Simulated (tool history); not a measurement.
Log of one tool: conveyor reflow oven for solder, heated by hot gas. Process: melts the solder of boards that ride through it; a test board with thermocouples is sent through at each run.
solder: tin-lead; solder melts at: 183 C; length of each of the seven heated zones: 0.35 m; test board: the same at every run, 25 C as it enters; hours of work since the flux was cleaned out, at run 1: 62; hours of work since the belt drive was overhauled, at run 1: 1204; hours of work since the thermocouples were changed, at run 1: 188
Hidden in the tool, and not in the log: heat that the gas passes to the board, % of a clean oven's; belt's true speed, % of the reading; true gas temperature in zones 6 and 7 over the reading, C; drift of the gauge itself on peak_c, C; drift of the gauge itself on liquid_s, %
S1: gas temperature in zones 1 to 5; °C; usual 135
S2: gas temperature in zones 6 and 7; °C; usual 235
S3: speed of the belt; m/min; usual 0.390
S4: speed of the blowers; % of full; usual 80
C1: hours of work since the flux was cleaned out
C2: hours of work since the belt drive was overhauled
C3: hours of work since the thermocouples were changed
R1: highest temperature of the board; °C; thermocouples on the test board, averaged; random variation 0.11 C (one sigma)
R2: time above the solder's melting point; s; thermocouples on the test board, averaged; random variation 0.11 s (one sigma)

Run 1, hour 0.0: usual settings; C1 62; C2 1204; C3 188. Result: R1 221.9 °C, R2 86.0 s.
Run 2, hour 39.5: usual settings; C1 93; C2 1235; C3 219. Result: R1 221.5 °C, R2 86.0 s.
Run 3, hour 59.6: usual settings; C1 108; C2 1251; C3 234. Result: R1 221.5 °C, R2 85.5 s.
Run 4, hour 96.9: usual settings but S1 146 °C; C1 137; C2 1280; C3 263. Result: R1 222.9 °C, R2 92.4 s.
Run 5, hour 117.3: usual settings but S1 146 °C; C1 153; C2 1295; C3 279. Result: R1 222.6 °C, R2 92.5 s.
At hour 142.0: flux residue cleaned out of gas plates and filters.
Run 6, hour 155.4: usual settings but S1 146 °C; C1 10; C2 1321; C3 304. Result: R1 224.0 °C, R2 93.8 s.
Run 7, hour 182.0: usual settings but S1 146 °C; C1 31; C2 1342; C3 325. Result: R1 223.7 °C, R2 93.8 s.
Run 8, hour 225.4: usual settings; C1 65; C2 1375; C3 359. Result: R1 222.0 °C, R2 86.7 s.
At hour 243.3: belt drive overhauled, speed set with a stopwatch.
Run 9, hour 249.5: usual settings but S2 244 °C; C1 80; C2 5; C3 374. Result: R1 229.5 °C, R2 90.8 s.
Run 10, hour 280.8: usual settings but S1 148 °C; C1 104; C2 29; C3 399. Result: R1 223.2 °C, R2 91.9 s.
Run 11, hour 298.7: usual settings but S4 59 % of full; C1 118; C2 43; C3 412. Result: R1 214.0 °C, R2 74.3 s.
Run 12, hour 339.3: usual settings but S4 59 % of full; C1 150; C2 74; C3 444. Result: R1 213.9 °C, R2 74.1 s.
At hour 367.9: flux residue cleaned out of gas plates and filters.
Run 13, hour 367.9: usual settings but S4 59 % of full; C1 0; C2 93; C3 462. Result: R1 215.1 °C, R2 75.7 s.
Run 14, hour 400.2: usual settings but S4 59 % of full; C1 25; C2 118; C3 487. Result: R1 214.9 °C, R2 75.6 s.
Run 15, hour 432.4: usual settings but S4 59 % of full; C1 50; C2 143; C3 512. Result: R1 214.7 °C, R2 75.4 s.
Run 16, hour 468.8: usual settings but S4 59 % of full; C1 78; C2 171; C3 540. Result: R1 214.7 °C, R2 74.9 s.
Run 17, hour 503.2: usual settings but S4 59 % of full; C1 105; C2 197; C3 567. Result: R1 214.5 °C, R2 74.9 s.
At hour 538.0: thermocouples of zones 6 and 7 changed.
Run 18, hour 546.6: usual settings but S2 231 °C, S4 84 % of full; C1 137; C2 229; C3 7. Result: R1 218.1 °C, R2 81.7 s.
At hour 591.7: flux residue cleaned out of gas plates and filters.
Run 19, hour 591.7: usual settings but S1 127 °C, S2 227 °C, S3 0.459 m/min, S4 83 % of full; C1 0; C2 261; C3 38. Result: R1 209.6 °C, R2 56.6 s.
Run 20, hour 614.7: usual settings but S2 228 °C, S3 0.391 m/min, S4 57 % of full; C1 18; C2 278; C3 56. Result: R1 208.1 °C, R2 66.1 s.
Run 21, hour 643.6: usual settings but S1 148 °C, S2 224 °C, S3 0.391 m/min, S4 65 % of full; C1 40; C2 301; C3 78. Result: R1 209.9 °C, R2 77.5 s.
Run 22, hour 678.4: usual settings but S1 148 °C, S2 224 °C, S3 0.391 m/min, S4 65 % of full; C1 67; C2 328; C3 105. Result: R1 209.8 °C, R2 77.2 s.
Run 23, hour 717.6: usual settings but S1 148 °C, S2 224 °C, S3 0.391 m/min, S4 65 % of full; C1 97; C2 358; C3 135. Result: R1 209.6 °C, R2 77.1 s.
Run 24, hour 736.6: usual settings but S2 237 °C, S3 0.431 m/min, S4 70 % of full; C1 112; C2 373; C3 150. Result: R1 216.5 °C, R2 70.4 s.
Run 25, hour 776.9: usual settings but S2 237 °C, S3 0.431 m/min, S4 70 % of full; C1 143; C2 404; C3 181. Result: R1 216.2 °C, R2 69.8 s.
At hour 813.4: flux residue cleaned out of gas plates and filters.
Run 26, hour 823.9: usual settings but S2 237 °C, S3 0.431 m/min, S4 70 % of full; C1 8; C2 437; C3 214. Result: R1 217.7 °C, R2 71.8 s.
Run 27, hour 866.4: usual settings but S2 237 °C, S3 0.431 m/min, S4 70 % of full; C1 41; C2 469; C3 247. Result: R1 217.3 °C, R2 71.4 s.
Run 28, hour 902.7: usual settings but S1 144 °C, S2 250 °C, S3 0.316 m/min, S4 70 % of full; C1 69; C2 498; C3 275. Result: R1 239.7 °C, R2 126.0 s.
Run 29, hour 941.8: usual settings but S1 133 °C, S2 238 °C; C1 99; C2 528; C3 305. Result: R1 223.7 °C, R2 85.8 s.
Run 30, hour 970.1: usual settings but S4 63 % of full; C1 121; C2 550; C3 327. Result: R1 216.0 °C, R2 77.5 s.

Hidden state or all else? Some run-to-run changes of R1, split into what the settings, what came in and random variation would give without the hidden state, and what is left for the hidden state (with any gauge scatter that isn't in both results):
Run 5 -> 6: flux residue cleaned out of gas plates and filters. R1 +1.4 °C: hidden state +1.2, all else +0.2.
Run 10 -> 11: S1 148 -> 135, S4 80 -> 59. R1 -9.2 °C: hidden state -0.1, all else -9.1.
Run 12 -> 13: flux residue cleaned out of gas plates and filters. R1 +1.2 °C: hidden state +1.2, all else +0.0.
Run 25 -> 26: flux residue cleaned out of gas plates and filters. R1 +1.5 °C: hidden state +1.4, all else +0.1.
Run 27 -> 28: S1 135 -> 144, S2 237 -> 250, S3 0.431 -> 0.316. R1 +22.4 °C: hidden state -0.1, all else +22.5.
Run 28 -> 29: S1 144 -> 133, S2 250 -> 238, S3 0.316 -> 0.390, S4 70 -> 80. R1 -16.0 °C: hidden state -0.4, all else -15.6.

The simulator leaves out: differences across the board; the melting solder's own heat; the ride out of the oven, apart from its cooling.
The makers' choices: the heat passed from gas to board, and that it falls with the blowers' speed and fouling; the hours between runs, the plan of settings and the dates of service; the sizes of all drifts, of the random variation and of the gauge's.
